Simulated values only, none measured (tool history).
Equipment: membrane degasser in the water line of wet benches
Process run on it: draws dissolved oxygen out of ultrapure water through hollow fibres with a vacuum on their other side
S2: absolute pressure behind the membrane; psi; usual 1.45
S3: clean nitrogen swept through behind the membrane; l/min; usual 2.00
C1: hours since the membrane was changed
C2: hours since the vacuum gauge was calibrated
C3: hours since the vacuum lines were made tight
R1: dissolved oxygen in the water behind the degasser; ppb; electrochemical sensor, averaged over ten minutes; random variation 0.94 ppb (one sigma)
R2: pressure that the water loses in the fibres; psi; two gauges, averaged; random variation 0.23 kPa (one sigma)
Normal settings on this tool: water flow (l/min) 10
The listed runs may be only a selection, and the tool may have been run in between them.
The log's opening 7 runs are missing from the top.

run 8 hour=559.7 | water_flow_(l/min)=10 S2=2.84 S3=2.00 | C1=2947 C2=1272 C3=2673 | R1=208.4 R2=8.341
run 9 hour=634.2 | water_flow_(l/min)=10 S2=2.78 S3=2.00 | C1=3021 C2=1346 C3=2748 | R1=205.9 R2=8.332
run 10 hour=709.8 | water_flow_(l/min)=7 S2=1.45 S3=2.00 | C1=3097 C2=1422 C3=2823 | R1=66.7 R2=5.813
run 11 hour=787.8 | water_flow_(l/min)=7 S2=1.45 S3=2.00 | C1=3175 C2=1500 C3=2901 | R1=65.2 R2=5.851
run 12 hour=842.4 | water_flow_(l/min)=10 S2=1.45 S3=2.72 | C1=3229 C2=1555 C3=2956 | R1=71.3 R2=8.425
run 13 hour=935.0 | water_flow_(l/min)=10 S2=2.29 S3=2.00 | C1=3322 C2=1647 C3=3048 | R1=165.9 R2=8.350
run 14 hour=1013.6 | water_flow_(l/min)=10 S2=1.71 S3=2.00 | C1=3401 C2=1726 C3=3127 | R1=112.9 R2=8.364
run 15 hour=1070.8 | water_flow_(l/min)=10 S2=1.45 S3=2.00 | C1=3458 C2=1783 C3=3184 | R1=94.3 R2=8.343
run 16 hour=1148.3 | water_flow_(l/min)=10 S2=1.45 S3=2.00 | C1=3535 C2=1860 C3=3262 | R1=94.7 R2=8.377
run 17 hour=1203.1 | water_flow_(l/min)=7 S2=1.45 S3=2.00 | C1=3590 C2=1915 C3=3316 | R1=65.8 R2=5.875
run 18 hour=1291.7 | water_flow_(l/min)=7 S2=1.31 S3=2.40 | C1=3679 C2=2004 C3=3405 | R1=48.2 R2=5.870
run 19 hour=1361.1 | water_flow_(l/min)=7 S2=1.31 S3=2.40 | C1=3748 C2=2073 C3=3474 | R1=48.6 R2=5.903
run 20 hour=1422.8 | water_flow_(l/min)=7 S2=2.15 S3=1.36 | C1=3810 C2=2135 C3=3536 | R1=153.8 R2=5.880
run 21 hour=1506.8 | water_flow_(l/min)=7 S2=2.15 S3=1.36 | C1=3894 C2=2219 C3=3620 | R1=155.4 R2=5.936
run 22 hour=1581.0 | water_flow_(l/min)=8 S2=1.44 S3=3.80 | C1=3968 C2=2293 C3=3694 | R1=42.6 R2=6.722
run 23 hour=1656.1 | water_flow_(l/min)=10 S2=1.45 S3=4.20 | C1=4043 C2=2368 C3=3769 | R1=51.5 R2=8.401
run 24 hour=1728.6 | water_flow_(l/min)=10 S2=1.45 S3=4.20 | C1=4115 C2=2441 C3=3842 | R1=50.9 R2=8.393
run 25 hour=1798.2 | water_flow_(l/min)=8 S2=1.39 S3=2.44 | C1=4185 C2=2510 C3=3912 | R1=61.3 R2=6.722
run 26 hour=1845.2 | water_flow_(l/min)=8 S2=1.39 S3=2.44 | C1=4232 C2=2557 C3=3959 | R1=60.8 R2=6.760
run 27 hour=1907.6 | water_flow_(l/min)=6 S2=1.58 S3=2.00 | C1=4295 C2=2620 C3=4021 | R1=64.7 R2=5.078
run 28 hour=1995.0 | water_flow_(l/min)=6 S2=1.58 S3=2.00 | C1=4382 C2=2707 C3=4108 | R1=65.2 R2=5.053
run 29 hour=2049.7 | water_flow_(l/min)=8 S2=1.64 S3=5.00 | C1=4437 C2=2762 C3=4163 | R1=39.6 R2=6.728
run 30 hour=2120.5 | water_flow_(l/min)=8 S2=2.09 S3=5.00 | C1=4507 C2=2833 C3=4234 | R1=53.3 R2=6.798
run 31 hour=2227.1 | water_flow_(l/min)=8 S2=1.71 S3=1.53 | C1=4614 C2=2939 C3=4340 | R1=122.2 R2=6.788
run 32 hour=2304.1 | water_flow_(l/min)=6 S2=1.45 S3=2.00 | C1=4691 C2=3016 C3=4418 | R1=58.4 R2=5.060

Branching from run 32: 5 alternative next runs. What would each branch give?
run A hour=2390.3 | water_flow_(l/min)=7 S2=0.97 S3=0.93 | C1=4777 C2=3102 C3=4504 | R1=? R2=?
run B hour=2390.3 | water_flow_(l/min)=11 S2=2.34 S3=2.87 | C1=4777 C2=3102 C3=4504 | R1=? R2=?
run C hour=2390.3 | water_flow_(l/min)=13 S2=1.38 S3=4.59 | C1=4777 C2=3102 C3=4504 | R1=? R2=?
run D hour=2390.3 | water_flow_(l/min)=12 S2=1.45 S3=4.90 | C1=4777 C2=3102 C3=4504 | R1=? R2=?
run E hour=2390.3 | water_flow_(l/min)=11 S2=0.91 S3=5.12 | C1=4777 C2=3102 C3=4504 | R1=? R2=?

run=A R1=74.4 R2=5.916
run=B R1=137.1 R2=9.355
run=C R1=63.3 R2=10.997
run=D R1=57.8 R2=10.221
run=E R1=29.1 R2=9.322
With no hidden state in the tool, these same runs would have given:
run=A R1=66.4 R2=5.716
run=B R1=128.3 R2=9.040
run=C R1=57.3 R2=10.625
run=D R1=52.3 R2=9.877
run=E R1=25.0 R2=9.007

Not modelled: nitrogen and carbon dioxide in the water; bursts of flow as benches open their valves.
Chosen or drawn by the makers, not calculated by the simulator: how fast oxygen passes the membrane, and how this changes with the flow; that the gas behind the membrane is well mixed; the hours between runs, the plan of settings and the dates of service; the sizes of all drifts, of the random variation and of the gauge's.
